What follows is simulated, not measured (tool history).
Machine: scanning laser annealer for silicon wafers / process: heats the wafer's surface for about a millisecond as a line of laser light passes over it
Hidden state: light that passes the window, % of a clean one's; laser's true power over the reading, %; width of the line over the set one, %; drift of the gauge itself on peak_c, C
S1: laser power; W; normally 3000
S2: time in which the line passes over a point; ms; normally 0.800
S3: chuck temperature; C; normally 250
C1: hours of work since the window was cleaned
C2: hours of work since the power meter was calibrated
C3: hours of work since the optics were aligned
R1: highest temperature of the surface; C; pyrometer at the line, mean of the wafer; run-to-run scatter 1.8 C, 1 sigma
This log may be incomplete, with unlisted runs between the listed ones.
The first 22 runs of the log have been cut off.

run	hour	S1	S2	S3	C1	C2	C3	R1
23	993.7	2932	0.800	224	120	1351	504	943
24	1041.9	2841	0.601	239	157	1388	541	826
25	1084.6	2841	0.601	239	189	1421	574	823
26	1131.2	2841	0.601	239	225	1456	610	827
27	1185.6	2975	0.859	233	267	1498	652	993
28	1224.7	2847	0.800	256	297	1528	682	950
29	1256.3	3214	0.658	288	321	1553	706	987
30	1300.8	3214	0.658	288	356	1587	740	982
31	1329.7	3214	0.658	288	378	1609	762	982
32	1383.7	2641	0.767	276	419	1651	804	901
33	1417.8	2928	0.760	283	445	1677	830	971
34	1458.1	2649	0.800	273	476	1708	861	913
35	1492.3	3232	0.616	258	503	1734	887	926
36	1540.6	3232	0.616	258	540	1771	924	926
# hour 1571.7: window over the wafer cleaned
37	1602.8	3255	0.592	268	24	1817	971	933
38	1637.4	3255	0.592	268	50	1844	997	931

The next listed run, before its measurement:
39	1672.8	3255	0.592	217	78	1871	1024	?

{"run 39": {"R1": 881}}
Minus the tool's unlogged condition, the same run would have read R1 883 C.
